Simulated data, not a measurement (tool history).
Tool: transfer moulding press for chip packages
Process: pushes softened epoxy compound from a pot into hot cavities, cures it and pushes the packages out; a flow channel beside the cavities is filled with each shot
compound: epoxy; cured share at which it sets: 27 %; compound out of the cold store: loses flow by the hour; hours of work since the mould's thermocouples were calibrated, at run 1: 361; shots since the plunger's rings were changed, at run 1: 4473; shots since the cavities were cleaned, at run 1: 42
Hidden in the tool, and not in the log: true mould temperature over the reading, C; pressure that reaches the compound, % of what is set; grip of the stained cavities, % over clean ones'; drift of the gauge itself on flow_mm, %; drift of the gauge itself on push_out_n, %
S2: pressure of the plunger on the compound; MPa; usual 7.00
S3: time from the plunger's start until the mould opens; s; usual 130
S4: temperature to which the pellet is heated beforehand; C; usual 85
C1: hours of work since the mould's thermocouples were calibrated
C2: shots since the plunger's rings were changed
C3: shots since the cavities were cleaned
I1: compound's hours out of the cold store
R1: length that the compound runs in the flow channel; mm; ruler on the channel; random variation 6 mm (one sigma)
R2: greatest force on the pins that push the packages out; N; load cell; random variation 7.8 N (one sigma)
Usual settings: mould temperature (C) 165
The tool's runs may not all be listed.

{"run": 1, "day": 0.0, "mould temperature (C)": 165, "S2": 7.0, "S3": 130, "S4": 85, "C1": 361, "C2": 4473, "C3": 42, "I1": 40.1, "R1": 585, "R2": 401}
{"run": 2, "day": 0.421, "mould temperature (C)": 165, "S2": 7.0, "S3": 130, "S4": 85, "C1": 366, "C2": 4538, "C3": 107, "I1": 37.4, "R1": 580, "R2": 448}
{"run": 3, "day": 1.254, "mould temperature (C)": 165, "S2": 7.0, "S3": 130, "S4": 85, "C1": 374, "C2": 4666, "C3": 235, "I1": 26.7, "R1": 623, "R2": 539}
{"run": 4, "day": 2.129, "mould temperature (C)": 165, "S2": 7.0, "S3": 130, "S4": 85, "C1": 382, "C2": 4800, "C3": 369, "I1": 13.3, "R1": 661, "R2": 580}
{"day": 2.442, "done": "cavities cleaned with cleaning compound and waxed"}
{"run": 5, "day": 3.096, "mould temperature (C)": 165, "S2": 7.0, "S3": 130, "S4": 85, "C1": 391, "C2": 4939, "C3": 100, "I1": 33.6, "R1": 591, "R2": 419}
{"run": 6, "day": 3.962, "mould temperature (C)": 165, "S2": 7.0, "S3": 130, "S4": 85, "C1": 400, "C2": 5072, "C3": 233, "I1": 34.7, "R1": 592, "R2": 501}
{"run": 7, "day": 4.908, "mould temperature (C)": 165, "S2": 7.0, "S3": 130, "S4": 85, "C1": 409, "C2": 5217, "C3": 378, "I1": 26.4, "R1": 612, "R2": 585}
{"day": 5.196, "done": "cavities cleaned with cleaning compound and waxed"}
{"run": 8, "day": 5.529, "mould temperature (C)": 165, "S2": 7.0, "S3": 130, "S4": 85, "C1": 414, "C2": 5303, "C3": 51, "I1": 44.8, "R1": 557, "R2": 388}
{"run": 9, "day": 6.029, "mould temperature (C)": 165, "S2": 7.0, "S3": 130, "S4": 85, "C1": 419, "C2": 5380, "C3": 128, "I1": 14.9, "R1": 633, "R2": 440}
{"run": 10, "day": 6.558, "mould temperature (C)": 165, "S2": 7.0, "S3": 130, "S4": 82, "C1": 424, "C2": 5461, "C3": 209, "I1": 27.5, "R1": 602, "R2": 507}
{"run": 11, "day": 7.321, "mould temperature (C)": 165, "S2": 7.0, "S3": 130, "S4": 82, "C1": 432, "C2": 5578, "C3": 326, "I1": 32.8, "R1": 597, "R2": 545}
{"run": 12, "day": 7.733, "mould temperature (C)": 165, "S2": 7.0, "S3": 130, "S4": 85, "C1": 436, "C2": 5642, "C3": 390, "I1": 25.9, "R1": 603, "R2": 576}
{"day": 7.942, "done": "cavities cleaned with cleaning compound and waxed"}
{"run": 13, "day": 8.512, "mould temperature (C)": 165, "S2": 7.0, "S3": 130, "S4": 91, "C1": 443, "C2": 5752, "C3": 88, "I1": 26.3, "R1": 605, "R2": 409}
{"day": 8.642, "done": "mould's thermocouples calibrated"}
{"run": 14, "day": 9.308, "mould temperature (C)": 165, "S2": 7.0, "S3": 147, "S4": 91, "C1": 7, "C2": 5862, "C3": 198, "I1": 21.0, "R1": 620, "R2": 471}
{"run": 15, "day": 9.992, "mould temperature (C)": 170, "S2": 6.85, "S3": 130, "S4": 78, "C1": 13, "C2": 5966, "C3": 302, "I1": 47.2, "R1": 538, "R2": 510}
{"run": 16, "day": 10.567, "mould temperature (C)": 165, "S2": 6.21, "S3": 130, "S4": 85, "C1": 19, "C2": 6055, "C3": 391, "I1": 42.9, "R1": 524, "R2": 608}
{"day": 10.762, "done": "cavities cleaned with cleaning compound and waxed"}
{"day": 11.388, "done": "plunger's sealing rings changed"}
{"run": 17, "day": 11.604, "mould temperature (C)": 165, "S2": 6.21, "S3": 130, "S4": 85, "C1": 27, "C2": 33, "C3": 113, "I1": 27.4, "R1": 628, "R2": 439}
{"run": 18, "day": 12.208, "mould temperature (C)": 157, "S2": 7.78, "S3": 130, "S4": 86, "C1": 33, "C2": 125, "C3": 205, "I1": 30.8, "R1": 702, "R2": 659}
{"run": 19, "day": 12.7, "mould temperature (C)": 163, "S2": 6.59, "S3": 130, "S4": 93, "C1": 38, "C2": 201, "C3": 281, "I1": 9.5, "R1": 706, "R2": 571}
{"day": 12.842, "done": "mould's thermocouples calibrated, once more"}
{"day": 13.654, "done": "cavities cleaned with cleaning compound and waxed"}
{"run": 20, "day": 13.696, "mould temperature (C)": 172, "S2": 7.3, "S3": 158, "S4": 86, "C1": 8, "C2": 332, "C3": 7, "I1": 30.9, "R1": 647, "R2": 331}
{"run": 21, "day": 14.708, "mould temperature (C)": 165, "S2": 7.0, "S3": 138, "S4": 80, "C1": 18, "C2": 487, "C3": 162, "I1": 11.2, "R1": 712, "R2": 460}
{"run": 22, "day": 15.204, "mould temperature (C)": 165, "S2": 7.0, "S3": 116, "S4": 83, "C1": 22, "C2": 563, "C3": 238, "I1": 37.3, "R1": 635, "R2": 571}
{"run": 23, "day": 16.004, "mould temperature (C)": 158, "S2": 5.72, "S3": 163, "S4": 80, "C1": 30, "C2": 686, "C3": 361, "I1": 22.9, "R1": 619, "R2": 624}
{"day": 16.362, "done": "cavities cleaned with cleaning compound and waxed"}
{"run": 24, "day": 16.604, "mould temperature (C)": 167, "S2": 7.0, "S3": 129, "S4": 85, "C1": 36, "C2": 769, "C3": 37, "I1": 12.0, "R1": 694, "R2": 360}
{"run": 25, "day": 17.417, "mould temperature (C)": 167, "S2": 7.0, "S3": 129, "S4": 85, "C1": 44, "C2": 894, "C3": 162, "I1": 15.2, "R1": 691, "R2": 456}
{"run": 26, "day": 18.258, "mould temperature (C)": 162, "S2": 7.39, "S3": 144, "S4": 94, "C1": 52, "C2": 1023, "C3": 291, "I1": 22.9, "R1": 704, "R2": 571}
{"day": 19.054, "done": "cavities cleaned with cleaning compound and waxed"}
{"run": 27, "day": 19.338, "mould temperature (C)": 161, "S2": 7.0, "S3": 140, "S4": 85, "C1": 62, "C2": 1179, "C3": 43, "I1": 17.8, "R1": 701, "R2": 393}
{"run": 28, "day": 20.171, "mould temperature (C)": 161, "S2": 7.0, "S3": 140, "S4": 85, "C1": 70, "C2": 1307, "C3": 171, "I1": 44.6, "R1": 601, "R2": 498}

Forecast each of these 4 alternatives for the next run:
{"run": "A", "day": 20.858, "mould temperature (C)": 161, "S2": 7.0, "S3": 163, "S4": 85, "C1": 77, "C2": 1413, "C3": 277, "I1": 40.0, "R1": "?", "R2": "?"}
{"run": "B", "day": 20.858, "mould temperature (C)": 168, "S2": 5.26, "S3": 130, "S4": 92, "C1": 77, "C2": 1413, "C3": 277, "I1": 45.1, "R1": "?", "R2": "?"}
{"run": "C", "day": 20.858, "mould temperature (C)": 173, "S2": 7.0, "S3": 166, "S4": 85, "C1": 77, "C2": 1413, "C3": 277, "I1": 11.9, "R1": "?", "R2": "?"}
{"run": "D", "day": 20.858, "mould temperature (C)": 158, "S2": 6.02, "S3": 119, "S4": 85, "C1": 77, "C2": 1413, "C3": 277, "I1": 31.6, "R1": "?", "R2": "?"}

run=A R1=627 R2=516
run=B R1=522 R2=546
run=C R1=675 R2=525
run=D R1=604 R2=810
Without the tool's hidden state the same runs would have given:
run=A R1=641 R2=315
run=B R1=534 R2=335
run=C R1=690 R2=320
run=D R1=617 R2=501
